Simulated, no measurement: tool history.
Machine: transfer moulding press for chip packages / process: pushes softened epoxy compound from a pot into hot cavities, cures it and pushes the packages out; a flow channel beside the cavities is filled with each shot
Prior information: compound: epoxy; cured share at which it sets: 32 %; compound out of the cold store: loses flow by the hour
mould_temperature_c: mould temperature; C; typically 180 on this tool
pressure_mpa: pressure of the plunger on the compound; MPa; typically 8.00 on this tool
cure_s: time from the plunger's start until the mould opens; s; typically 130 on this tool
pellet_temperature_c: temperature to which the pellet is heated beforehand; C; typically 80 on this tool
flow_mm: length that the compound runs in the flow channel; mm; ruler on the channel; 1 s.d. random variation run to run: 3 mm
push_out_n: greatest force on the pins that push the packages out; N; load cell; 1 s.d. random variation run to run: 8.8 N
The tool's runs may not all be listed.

run   hour  mould_temperature_c  pressure_mpa  cure_s  pellet_temperature_c  incoming compound's hours out of the cold store  flow_mm  push_out_n
  1    0.0                  180          8.00     130                    80                                              9.9      765         641
      16.8  -- cavities cleaned with cleaning compound and waxed
  2   35.7                  180          8.00     130                    88                                             32.8      715         461
  3   64.9                  180          8.00     141                    88                                              9.9      767         539
  4   95.4                  180          8.00     150                    80                                             37.6      708         584
     100.1  -- cavities cleaned with cleaning compound and waxed
  5  125.6                  180          8.00     130                    80                                             13.1      749         516
  6  146.3                  180          8.00     130                    80                                             36.6      709         571
  7  165.9                  180          8.00     130                    80                                             16.7      741         635
     183.8  -- cavities cleaned with cleaning compound and waxed
  8  196.4                  180          8.00     130                    80                                             36.0      707         455
  9  226.3                  180          8.00     130                    80                                             18.7      735         554
 10  255.3                  180          8.00     130                    80                                             11.3      752         644
     267.5  -- cavities cleaned with cleaning compound and waxed
 11  286.5                  172          8.55     151                    81                                             44.3      741         581
 12  305.7                  172          8.55     151                    81                                             39.9      760         643
 13  321.5                  180          9.35     140                    81                                             13.4      806         567
 14  344.8                  178          9.35     128                    81                                             22.0      796         761
     352.4  -- cavities cleaned with cleaning compound and waxed
 15  375.0                  178          9.35     128                    81                                             15.3      810         551
 16  403.0                  177          6.51     113                    80                                             46.6      619         894
 17  425.2                  177          6.51     113                    80                                             12.9      678        1037
     436.7  -- cavities cleaned with cleaning compound and waxed
 18  455.7                  180          7.27     130                    76                                             45.5      653         479
 19  486.1                  178          8.08     147                    86                                             30.3      718         571
 20  508.0                  178          8.08     147                    86                                             22.3      731         591

What if the next run were any one of these 4? Each begins from the tool's condition after run 20:
     520.3  -- cavities cleaned with cleaning compound and waxed
  A  525.5                  176          8.08     147                    86                                             38.6        ?           ?
     520.3  -- cavities cleaned with cleaning compound and waxed
  B  525.5                  179          6.17     128                    86                                             15.9        ?           ?
     520.3  -- cavities cleaned with cleaning compound and waxed
  C  525.5                  180          8.00     152                    80                                             46.3        ?           ?
     520.3  -- cavities cleaned with cleaning compound and waxed
  D  525.5                  178          7.90     147                    81                                             41.0        ?           ?

run  flow_mm  push_out_n
  A      710         432
  B      646         441
  C      675         369
  D      693         404
With no hidden state in the tool, these same runs would have given:
run  flow_mm  push_out_n
  A      735         402
  B      669         412
  C      698         341
  D      717         375
